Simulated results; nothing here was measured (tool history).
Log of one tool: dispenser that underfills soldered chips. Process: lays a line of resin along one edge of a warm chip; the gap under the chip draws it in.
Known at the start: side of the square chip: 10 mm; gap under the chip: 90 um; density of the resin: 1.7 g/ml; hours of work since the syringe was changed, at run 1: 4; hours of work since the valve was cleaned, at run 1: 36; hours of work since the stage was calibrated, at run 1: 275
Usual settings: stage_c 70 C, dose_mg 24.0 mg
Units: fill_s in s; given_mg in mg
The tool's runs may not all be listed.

run    day  stage_c  dose_mg  hours of work since the syringe was changed  hours of work since the valve was cleaned  hours of work since the stage was calibrated  fill_s  given_mg
  1  0.000       70     24.0                                            4                                         36                                           275   115.8     23.48
     0.288  -- new syringe of resin
  2  0.292       70     24.0                                            0                                         40                                           279    87.5     23.36
     0.442  -- dispensing valve cleaned and set on the balance
  3  0.671       70     26.9                                            5                                          4                                           284   130.6     26.82
     0.833  -- new syringe of resin
  4  0.979       64     26.9                                            2                                          8                                           289   128.0     26.82
     1.346  -- new syringe of resin
  5  1.392       64     26.9                                            1                                         14                                           295   113.5     26.84
  6  1.779       70     25.0                                            7                                         20                                           301   149.0     24.72
     1.867  -- new syringe of resin
     2.008  -- stage's temperature calibrated
  7  2.283       70     25.0                                            6                                         27                                             4   130.2     24.57
     2.425  -- new syringe of resin
  8  2.604       70     25.0                                            3                                         32                                             9   100.7     24.66
     2.925  -- new syringe of resin
  9  3.104       70     25.0                                            3                                         40                                            17   101.9     24.47
     3.250  -- dispensing valve cleaned and set on the balance
     3.479  -- new syringe of resin
 10  3.633       70     25.1                                            2                                          6                                            24    96.9     24.96
 11  3.896       70     22.4                                            7                                         10                                            28   137.1     22.28
     3.983  -- new syringe of resin
 12  4.238       70     22.4                                            4                                         15                                            33   116.3     22.32
     4.479  -- new syringe of resin
 13  4.575       62     23.3                                            1                                         20                                            38   125.4     23.06
     5.004  -- new syringe of resin
 14  5.058       62     23.3                                            1                                         27                                            46   117.4     22.99
     5.504  -- new syringe of resin
 15  5.517       62     23.3                                            0                                         34                                            53   114.1     22.85
     6.000  -- dispensing valve cleaned and set on the balance
 16  6.000       70     21.1                                            7                                          0                                            59   148.9     21.15
     6.067  -- new syringe of resin
 17  6.296       70     21.1                                            4                                          4                                            64   114.2     21.10
     6.588  -- new syringe of resin
 18  6.775       70     21.1                                            3                                         12                                            71   108.0     20.97
     7.096  -- new syringe of resin
 19  7.196       70     21.1                                            2                                         18                                            78    97.1     21.06
 20  7.425       64     31.0                                            5                                         22                                            81   154.7     30.80
     7.604  -- new syringe of resin
 21  7.662       59     25.4                                            1                                         25                                            85   135.3     25.16
 22  8.079       59     25.4                                            7                                         32                                            91   229.0     24.98
     8.133  -- new syringe of resin
 23  8.579       69     23.8                                            7                                         39                                            99   153.4     23.21

Forecast each of these 5 alternatives for the next run:
     8.638  -- new syringe of resin
     8.783  -- dispensing valve cleaned and set on the balance
  A  9.050       58     30.3                                            6                                          4                                           105       ?         ?
     8.638  -- new syringe of resin
     8.783  -- dispensing valve cleaned and set on the balance
  B  9.050       69     21.8                                            6                                          4                                           105       ?         ?
     8.638  -- new syringe of resin
     8.783  -- dispensing valve cleaned and set on the balance
  C  9.050       84     30.2                                            6                                          4                                           105       ?         ?
     8.638  -- new syringe of resin
     8.783  -- dispensing valve cleaned and set on the balance
  D  9.050       72     28.4                                            6                                          4                                           105       ?         ?
     8.638  -- new syringe of resin
     8.783  -- dispensing valve cleaned and set on the balance
  E  9.050       72     24.4                                            6                                          4                                           105       ?         ?

run  fill_s  given_mg
  A   208.8     30.28
  B   141.9     21.81
  C    79.0     29.90
  D   119.0     28.35
  E   124.3     24.30
Without the tool's hidden state the same runs would have given:
run  fill_s  given_mg
  A   128.8     30.35
  B    87.6     21.86
  C    48.8     29.97
  D    73.4     28.41
  E    76.8     24.36
